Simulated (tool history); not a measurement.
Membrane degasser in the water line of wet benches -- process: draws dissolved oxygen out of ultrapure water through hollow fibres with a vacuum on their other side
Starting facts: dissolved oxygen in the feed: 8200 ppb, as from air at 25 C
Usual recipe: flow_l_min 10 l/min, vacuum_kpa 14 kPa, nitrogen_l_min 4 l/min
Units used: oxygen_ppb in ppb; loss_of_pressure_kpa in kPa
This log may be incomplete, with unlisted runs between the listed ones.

| run | hour | flow_l_min | vacuum_kpa | nitrogen_l_min | oxygen_ppb | loss_of_pressure_kpa |
|---|---|---|---|---|---|---|
| 1 | 0 | 10 | 14 | 4 | 97.4 | 42.4 |
| 2 | 75.6 | 14 | 14 | 4 | 176.3 | 59.36 |
| 3 | 204.4 | 14 | 20.9 | 4 | 230.3 | 59.67 |
| 4 | 329.1 | 14 | 17.7 | 4 | 203.5 | 59.65 |
| 5 | 411.2 | 14 | 17.7 | 4 | 202.4 | 59.75 |
| 6 | 544.2 | 14 | 17.7 | 4 | 202.1 | 60.26 |
| 7 | 645.2 | 14 | 17.7 | 4 | 204 | 59.86 |
| 8 | 706.7 | 14 | 17.7 | 4 | 205.8 | 60.1 |
| 9 | 847.4 | 14 | 17.7 | 4 | 206.2 | 60.43 |
| 10 | 944.2 | 14 | 17.7 | 4 | 207.6 | 60.39 |
| 11 | 1085.1 | 13 | 29.6 | 2.53 | 387.1 | 55.46 |
|  | 1098 | vacuum gauge calibrated |
| 12 | 1166.1 | 13 | 29.6 | 2.53 | 385.1 | 55.93 |
| 13 | 1261 | 6 | 10.3 | 2.28 | 54.9 | 26.06 |
| 14 | 1369.9 | 9 | 8.5 | 7.31 | 38.1 | 38.38 |
| 15 | 1477.9 | 11 | 15.8 | 7.28 | 89.4 | 47.16 |
| 16 | 1613.8 | 11 | 15.8 | 7.28 | 90.6 | 47.43 |
| 17 | 1703 | 10 | 29 | 4 | 188.7 | 42.91 |
|  | 1774.5 | vacuum gauge calibrated, once more |
| 18 | 1794.1 | 10 | 33.8 | 4 | 219.8 | 43.18 |
| 19 | 1915.7 | 16 | 16.2 | 8.53 | 173.9 | 68.66 |
| 20 | 2033.4 | 16 | 16.2 | 8.53 | 176.4 | 68.96 |

Below, some changes in oxygen_ppb between adjacent runs. For each, the amount present without the hidden state too (settings, incoming material, random variation) and the amount remaining for the hidden state with gauge scatter not shared by both compared results:
Hidden state present: membrane still open, %; true pressure behind the membrane over the reading, kPa; air that leaks in behind the membrane, l/min; drift of the gauge itself on oxygen_ppb, %; drift of the gauge itself on loss_of_pressure_kpa, %.
Run 10 -> 11: flow_l_min 14 -> 13, vacuum_kpa 17.7 -> 29.6, nitrogen_l_min 4 -> 2.53. oxygen_ppb +179.5 ppb: hidden state +0.6, all else +178.9.
Run 12 -> 13: flow_l_min 13 -> 6, vacuum_kpa 29.6 -> 10.3, nitrogen_l_min 2.53 -> 2.28. oxygen_ppb -330.2 ppb: hidden state -10.2, all else -320.
Run 18 -> 19: flow_l_min 10 -> 16, vacuum_kpa 33.8 -> 16.2, nitrogen_l_min 4 -> 8.53. oxygen_ppb -45.9 ppb: hidden state +7.8, all else -53.7.
